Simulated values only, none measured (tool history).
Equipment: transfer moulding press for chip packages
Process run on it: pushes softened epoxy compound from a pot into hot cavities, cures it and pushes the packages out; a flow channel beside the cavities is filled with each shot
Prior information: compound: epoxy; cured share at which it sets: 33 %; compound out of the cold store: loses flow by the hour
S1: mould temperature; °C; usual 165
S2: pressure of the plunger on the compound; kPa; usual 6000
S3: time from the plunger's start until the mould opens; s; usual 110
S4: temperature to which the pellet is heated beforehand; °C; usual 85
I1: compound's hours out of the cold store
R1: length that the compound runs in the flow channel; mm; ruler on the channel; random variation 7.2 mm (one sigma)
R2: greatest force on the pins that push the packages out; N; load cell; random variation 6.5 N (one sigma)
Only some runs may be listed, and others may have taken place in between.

{"run": 1, "hour": 0.0, "S1": 165, "S2": 6000, "S3": 110, "S4": 85, "I1": 9.1, "R1": 997, "R2": 271}
{"run": 2, "hour": 13.8, "S1": 165, "S2": 6000, "S3": 121, "S4": 85, "I1": 25.3, "R1": 913, "R2": 244}
{"run": 3, "hour": 27.8, "S1": 165, "S2": 6000, "S3": 121, "S4": 85, "I1": 35.4, "R1": 874, "R2": 253}
{"run": 4, "hour": 42.6, "S1": 161, "S2": 6000, "S3": 121, "S4": 85, "I1": 40.9, "R1": 874, "R2": 279}
{"run": 5, "hour": 61.2, "S1": 161, "S2": 6000, "S3": 121, "S4": 85, "I1": 29.4, "R1": 905, "R2": 292}
{"run": 6, "hour": 77.2, "S1": 161, "S2": 6000, "S3": 121, "S4": 85, "I1": 44.6, "R1": 844, "R2": 281}
{"run": 7, "hour": 93.2, "S1": 165, "S2": 6000, "S3": 110, "S4": 85, "I1": 41.6, "R1": 832, "R2": 248}
{"hour": 98.5, "done": "cavities cleaned with cleaning compound and waxed"}
{"run": 8, "hour": 104.0, "S1": 165, "S2": 6000, "S3": 110, "S4": 85, "I1": 31, "R1": 889, "R2": 265}
{"run": 9, "hour": 111.9, "S1": 165, "S2": 6000, "S3": 110, "S4": 85, "I1": 14.2, "R1": 964, "R2": 262}
{"run": 10, "hour": 128.2, "S1": 165, "S2": 6000, "S3": 110, "S4": 85, "I1": 40.2, "R1": 854, "R2": 252}
{"run": 11, "hour": 145.2, "S1": 165, "S2": 4940, "S3": 110, "S4": 85, "I1": 13.3, "R1": 891, "R2": 268}
{"run": 12, "hour": 163.1, "S1": 165, "S2": 4940, "S3": 110, "S4": 85, "I1": 37.6, "R1": 778, "R2": 257}
{"run": 13, "hour": 172.4, "S1": 165, "S2": 4940, "S3": 110, "S4": 85, "I1": 18.3, "R1": 864, "R2": 276}
{"run": 14, "hour": 189.1, "S1": 165, "S2": 4940, "S3": 110, "S4": 85, "I1": 8.8, "R1": 926, "R2": 269}
{"hour": 197.0, "done": "plunger's sealing rings changed"}
{"run": 15, "hour": 205.1, "S1": 165, "S2": 6000, "S3": 110, "S4": 85, "I1": 13.9, "R1": 969, "R2": 273}
{"run": 16, "hour": 219.5, "S1": 168, "S2": 6140, "S3": 110, "S4": 85, "I1": 22.4, "R1": 940, "R2": 248}
{"run": 17, "hour": 232.6, "S1": 168, "S2": 5260, "S3": 123, "S4": 87, "I1": 42, "R1": 785, "R2": 222}
{"hour": 235.7, "done": "cavities cleaned with cleaning compound and waxed"}
{"run": 18, "hour": 242.3, "S1": 163, "S2": 6010, "S3": 112, "S4": 91, "I1": 8.2, "R1": 1018, "R2": 281}
{"run": 19, "hour": 250.1, "S1": 163, "S2": 6010, "S3": 112, "S4": 91, "I1": 42.4, "R1": 849, "R2": 270}
{"run": 20, "hour": 260.5, "S1": 163, "S2": 6010, "S3": 112, "S4": 91, "I1": 45.1, "R1": 826, "R2": 273}

Run 21 comes next. What will it give?
{"run": 21, "hour": 278.1, "S1": 167, "S2": 4970, "S3": 124, "S4": 82, "I1": 19.1, "R1": "?", "R2": "?"}

{"run 21": {"R1": 853, "R2": 224}}
Had the tool carried no hidden state, the very same run would have given R1 853 mm, R2 223 N.

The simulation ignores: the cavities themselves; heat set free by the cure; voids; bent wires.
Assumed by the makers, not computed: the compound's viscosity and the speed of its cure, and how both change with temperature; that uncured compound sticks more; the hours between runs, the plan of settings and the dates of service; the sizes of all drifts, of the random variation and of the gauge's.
